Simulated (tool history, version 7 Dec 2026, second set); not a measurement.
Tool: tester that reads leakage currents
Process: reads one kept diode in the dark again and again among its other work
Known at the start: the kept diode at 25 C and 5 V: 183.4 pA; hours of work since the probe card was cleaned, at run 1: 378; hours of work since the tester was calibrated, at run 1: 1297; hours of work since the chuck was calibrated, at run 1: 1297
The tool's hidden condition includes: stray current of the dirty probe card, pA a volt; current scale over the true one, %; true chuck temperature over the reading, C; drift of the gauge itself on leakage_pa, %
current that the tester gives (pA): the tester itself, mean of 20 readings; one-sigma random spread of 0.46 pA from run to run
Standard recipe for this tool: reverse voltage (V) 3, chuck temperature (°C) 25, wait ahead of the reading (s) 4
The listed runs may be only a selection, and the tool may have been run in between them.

run,hour,reverse voltage (V),chuck temperature (°C),wait ahead of the reading (s),hours of work since the probe card was cleaned,hours of work since the tester was calibrated,hours of work since the chuck was calibrated,current that the tester gives (pA)
1,0,3,25,4,378,1297,1297,152.52
2,229.3,3,25,4,530,1450,1450,153.49
# hour 371.1: chuck's temperature calibrated
3,497,3,25,4,707,1626,84,153.1
4,701.7,3,25,0.56,843,1763,220,154.58
5,829.2,3,25,4,928,1847,305,153.41
6,950.3,3,39,4,1008,1928,385,496.6
7,1092.8,3,39,4,1103,2023,480,497.04
8,1336.6,3,39,4,1265,2185,642,495.08
9,1568.7,3,25,4,1419,2339,796,153.45
10,1739.9,6.16,25,4,1533,2453,910,197.29
11,2003.4,3,54,4,1708,2628,1085,1565.81
12,2203.4,3,25,4,1841,2761,1218,153.85
13,2469,2.51,31,3.31,2018,2938,1395,240.72
# hour 2667: probe card cleaned and baked
# hour 2705.2: chuck's temperature calibrated
14,2736.6,14.72,36,4,45,3112,21,683.78
15,2928,5.78,33,0.31,172,3239,148,386.9
16,3081.3,10.85,55,4.8,274,3341,250,2641.14
17,3194,10.85,55,4.8,349,3416,325,2647.93
18,3313.8,3.15,55,4.41,429,3496,405,1704.1
19,3543.5,15.2,25,2.33,581,3649,557,273.82
20,3762.7,3,36,2.74,727,3794,703,389.12
# hour 3862: tester calibrated
21,3889.2,3,36,1.38,810,18,786,388.36
22,4152.1,1.76,36,1.38,985,193,961,321.93
23,4362.5,3,26,0.67,1125,333,1101,168.17
24,4580.3,6.9,40,4,1269,478,1245,719.65

Consider 4 possible next runs. They are alternatives, not a sequence: every one starts from the tool as it was left by run 24. What does each give?
A,4783.6,1.18,25,3.67,1405,613,1381,?
B,4783.6,2.38,48,0.51,1405,613,1381,?
C,4783.6,7.18,25,4,1405,613,1381,?
D,4783.6,17.85,50,0.62,1405,613,1381,?

run,current that the tester gives (pA)
A,109.97
B,924.96
C,208.73
D,2174.51
With the hidden condition removed and each run's random variation left untouched, the same runs would have given:
run,current that the tester gives (pA)
A,109.9
B,924.52
C,208.56
D,2173.39

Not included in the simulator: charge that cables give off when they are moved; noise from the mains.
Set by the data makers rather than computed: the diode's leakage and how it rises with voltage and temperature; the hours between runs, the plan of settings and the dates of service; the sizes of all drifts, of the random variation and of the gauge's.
